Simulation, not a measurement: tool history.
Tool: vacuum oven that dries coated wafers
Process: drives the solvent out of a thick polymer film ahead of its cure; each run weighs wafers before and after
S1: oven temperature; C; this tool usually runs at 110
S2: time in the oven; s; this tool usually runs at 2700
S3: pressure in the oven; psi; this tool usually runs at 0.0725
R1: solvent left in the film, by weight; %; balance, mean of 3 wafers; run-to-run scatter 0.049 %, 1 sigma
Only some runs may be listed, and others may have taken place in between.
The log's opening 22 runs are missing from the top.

| run | hour | S1 | S2 | S3 | R1 |
|---|---|---|---|---|---|
| 23 | 295.1 | 104 | 1440 | 0.1505 | 7.98 |
| 24 | 313.6 | 104 | 1440 | 0.1505 | 8.07 |
| 25 | 332 | 104 | 1440 | 0.1505 | 7.88 |
| 26 | 350.9 | 116 | 2100 | 0.1505 | 2.91 |
| 27 | 369.9 | 103 | 2700 | 0.1458 | 5.13 |
| 28 | 386.5 | 96 | 1680 | 0.0522 | 9.05 |
| 29 | 399.5 | 96 | 1680 | 0.0522 | 9.27 |
| 30 | 413.9 | 110 | 4680 | 0.0918 | 1.18 |
| 31 | 431.8 | 110 | 4680 | 0.0918 | 1.23 |
| 32 | 451.8 | 110 | 2700 | 0.0638 | 2.88 |
| 33 | 471.8 | 112 | 1920 | 0.0577 | 3.99 |
| 34 | 489 | 121 | 2220 | 0.1688 | 1.73 |

Forecast each of these 4 alternatives for the next run:
| A | 506.5 | 110 | 3060 | 0.2194 | ? |
| B | 506.5 | 123 | 2700 | 0.1719 | ? |
| C | 506.5 | 113 | 2220 | 0.1688 | ? |
| D | 506.5 | 97 | 2220 | 0.1688 | ? |

| run | R1 |
|---|---|
| A | 2.95 |
| B | 1.01 |
| C | 3.38 |
| D | 8.04 |
What these runs would have given with no unlogged condition in the tool:
| run | R1 |
|---|---|
| A | 2.93 |
| B | 0.96 |
| C | 3.38 |
| D | 8.04 |

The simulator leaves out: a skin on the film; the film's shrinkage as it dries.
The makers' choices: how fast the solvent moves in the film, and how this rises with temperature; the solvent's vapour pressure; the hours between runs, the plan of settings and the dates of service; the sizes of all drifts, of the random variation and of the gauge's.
